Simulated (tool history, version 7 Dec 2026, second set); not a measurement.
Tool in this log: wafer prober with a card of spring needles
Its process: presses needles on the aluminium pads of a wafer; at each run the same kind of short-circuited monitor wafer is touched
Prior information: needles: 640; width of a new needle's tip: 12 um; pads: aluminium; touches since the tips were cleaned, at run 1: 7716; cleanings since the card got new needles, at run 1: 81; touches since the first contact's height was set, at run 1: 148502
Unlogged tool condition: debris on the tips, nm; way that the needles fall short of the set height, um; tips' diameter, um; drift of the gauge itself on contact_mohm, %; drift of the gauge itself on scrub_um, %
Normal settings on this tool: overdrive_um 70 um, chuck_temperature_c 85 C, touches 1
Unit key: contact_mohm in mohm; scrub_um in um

run     day  overdrive_um  chuck_temperature_c  touches  touches since the tips were cleaned  cleanings since the card got new needles  touches since the first contact's height was set  contact_mohm  scrub_um
  1       0            70                   85        1                                 7716                                        81                                            148502           311     16.93
      0.162  -- tips cleaned on abrasive film
      0.933  -- tips cleaned on abrasive film
      1.562  -- tips cleaned on abrasive film
      2.333  -- tips cleaned on abrasive film
  2   2.704            70                   85        2                                 5279                                        85                                            186863           284     16.91
      3.021  -- tips cleaned on abrasive film
       3.65  -- tips cleaned on abrasive film
  3   4.183            70                   85        2                                 7637                                        87                                            207910           290     16.85
      4.333  -- tips cleaned on abrasive film
      5.121  -- tips cleaned on abrasive film
      5.133  -- height of the first contact set anew
      5.921  -- tips cleaned on abrasive film
       6.55  -- tips cleaned on abrasive film
      7.338  -- tips cleaned on abrasive film
  4   7.471            75                   85        1                                 1937                                        92                                             33223           286     18.32
        8.1  -- tips cleaned on abrasive film
      8.733  -- tips cleaned on abrasive film
      9.517  -- tips cleaned on abrasive film
     10.267  -- tips cleaned on abrasive film
  5  10.267            70                   85        1                                    0                                        96                                             72893           258     17.03
     10.896  -- tips cleaned on abrasive film
     11.525  -- tips cleaned on abrasive film
  6  11.929            70                   85        1                                 5761                                        98                                             96533           311        17
     12.246  -- tips cleaned on abrasive film
     12.875  -- tips cleaned on abrasive film
     13.504  -- tips cleaned on abrasive film
  7  13.654            70                   85        1                                 2127                                       101                                            120996           286     16.96
     14.283  -- tips cleaned on abrasive film
     14.912  -- tips cleaned on abrasive film
     15.542  -- tips cleaned on abrasive film
     16.171  -- tips cleaned on abrasive film
  8  16.354            70                   85        1                                 2621                                       105                                            159338           302     16.92
     16.829  -- tips cleaned on abrasive film
     17.617  -- tips cleaned on abrasive film
     18.392  -- tips cleaned on abrasive film
     19.025  -- tips cleaned on abrasive film
  9  19.342            70                   85        1                                 4529                                       109                                            201729           311     16.85
     19.796  -- tips cleaned on abrasive film
     20.579  -- tips cleaned on abrasive film
      20.75  -- height of the first contact set anew
     21.225  -- tips cleaned on abrasive film
         22  -- tips cleaned on abrasive film
     22.788  -- tips cleaned on abrasive film
 10  22.808            70                   85        1                                  336                                       114                                             29239           264     17.14
     23.442  -- tips cleaned on abrasive film
     24.217  -- tips cleaned on abrasive film
     24.846  -- tips cleaned on abrasive film
     25.475  -- tips cleaned on abrasive film
 11  26.033            70                   85        1                                 7992                                       118                                             75057           318     17.04
     26.196  -- tips cleaned on abrasive film
     26.962  -- tips cleaned on abrasive film
     27.596  -- tips cleaned on abrasive film
 12  28.138            70                   85        1                                 7768                                       121                                            104931           322     16.99
       28.3  -- tips cleaned on abrasive film
     28.929  -- tips cleaned on abrasive film
     29.558  -- tips cleaned on abrasive film
     30.346  -- tips cleaned on abrasive film
     31.025  -- tips cleaned on abrasive film
 13  31.025            76                   85        1                                    0                                       126                                            145832           258     18.41
     31.788  -- tips cleaned on abrasive film
     32.421  -- tips cleaned on abrasive film
      33.05  -- tips cleaned on abrasive film
     33.825  -- tips cleaned on abrasive film
 14  34.108            82                   38        1                                 4058                                       130                                            189660           283     19.82
     34.583  -- tips cleaned on abrasive film
     35.212  -- tips cleaned on abrasive film
     35.842  -- tips cleaned on abrasive film
     36.325  -- height of the first contact set anew
     36.483  -- tips cleaned on abrasive film
     37.179  -- tips cleaned on abrasive film
 15  37.179            86                  105        3                                    0                                       135                                             12112           255     21.04
     37.967  -- tips cleaned on abrasive film
     38.754  -- tips cleaned on abrasive film
 16  39.321            65                  105        3                                 8108                                       137                                             42566           284     15.87
     39.471  -- tips cleaned on abrasive film
     40.258  -- tips cleaned on abrasive film
     41.042  -- tips cleaned on abrasive film
     41.671  -- tips cleaned on abrasive film
 17   42.05            88                   44        2                                 5425                                       141                                             81320           269     21.49
     42.367  -- tips cleaned on abrasive film
     43.154  -- tips cleaned on abrasive film
     43.929  -- tips cleaned on abrasive film
 18  44.125            70                   35        1                                 2762                                       144                                            110741           299     16.98
     44.596  -- tips cleaned on abrasive film
     45.383  -- tips cleaned on abrasive film
     46.154  -- tips cleaned on abrasive film
     46.783  -- tips cleaned on abrasive film
     47.558  -- tips cleaned on abrasive film
 19  47.596            70                   35        1                                  557                                       149                                            160032           261     16.93
     48.208  -- tips cleaned on abrasive film
     48.983  -- tips cleaned on abrasive film
 20  49.008            80                   46        1                                  370                                       151                                            180101           255     19.39
     49.638  -- tips cleaned on abrasive film
     50.408  -- tips cleaned on abrasive film
 21  50.988            83                   85        1                                 8268                                       153                                            208263           303     20.04
      51.15  -- tips cleaned on abrasive film
     51.779  -- tips cleaned on abrasive film
      51.95  -- height of the first contact set anew
     52.421  -- tips cleaned on abrasive film
 22    52.9            87                   85        1                                 6841                                       156                                             13546           294     21.33
     53.062  -- tips cleaned on abrasive film
     53.692  -- tips cleaned on abrasive film
     54.321  -- tips cleaned on abrasive film
      54.95  -- tips cleaned on abrasive film
     55.738  -- tips cleaned on abrasive film
 23  56.117            68                  124        1                                 5409                                       161                                             59175           327     16.59
     56.433  -- tips cleaned on abrasive film
     57.062  -- tips cleaned on abrasive film
     57.696  -- tips cleaned on abrasive film
 24    58.2            62                  124        2                                 7218                                       164                                             88739           314     15.08
     58.358  -- tips cleaned on abrasive film
     59.129  -- tips cleaned on abrasive film
     59.908  -- tips cleaned on abrasive film
 25  60.404            62                  124        2                                 7110                                       167                                            120046           311     15.05
     60.567  -- tips cleaned on abrasive film
      61.35  -- tips cleaned on abrasive film
 26    61.9            52                   45        1                                 7855                                       169                                            141313           385     12.52

What if the next run were any one of these 5? Each begins from the tool's condition after run 26:
     62.062  -- tips cleaned on abrasive film
     62.692  -- tips cleaned on abrasive film
     63.321  -- tips cleaned on abrasive film
  A  63.829            76                   82        1                                 7270                                       172                                            168695             ?         ?
     62.062  -- tips cleaned on abrasive film
     62.692  -- tips cleaned on abrasive film
     63.321  -- tips cleaned on abrasive film
  B  63.829            83                   85        2                                 7270                                       172                                            168695             ?         ?
     62.062  -- tips cleaned on abrasive film
     62.692  -- tips cleaned on abrasive film
     63.321  -- tips cleaned on abrasive film
  C  63.829            70                   90        1                                 7270                                       172                                            168695             ?         ?
     62.062  -- tips cleaned on abrasive film
     62.692  -- tips cleaned on abrasive film
     63.321  -- tips cleaned on abrasive film
  D  63.829            83                   57        2                                 7270                                       172                                            168695             ?         ?
     62.062  -- tips cleaned on abrasive film
     62.692  -- tips cleaned on abrasive film
     63.321  -- tips cleaned on abrasive film
  E  63.829            82                   63        1                                 7270                                       172                                            168695             ?         ?

run  contact_mohm  scrub_um
  A           317     18.36
  B           287      20.1
  C           329      16.9
  D           277     20.07
  E           303     19.83
Without the tool's unlogged condition, the same runs would have read:
run  contact_mohm  scrub_um
  A           252     18.61
  B           254     20.36
  C           254     17.16
  D           243     20.33
  E           245     20.09

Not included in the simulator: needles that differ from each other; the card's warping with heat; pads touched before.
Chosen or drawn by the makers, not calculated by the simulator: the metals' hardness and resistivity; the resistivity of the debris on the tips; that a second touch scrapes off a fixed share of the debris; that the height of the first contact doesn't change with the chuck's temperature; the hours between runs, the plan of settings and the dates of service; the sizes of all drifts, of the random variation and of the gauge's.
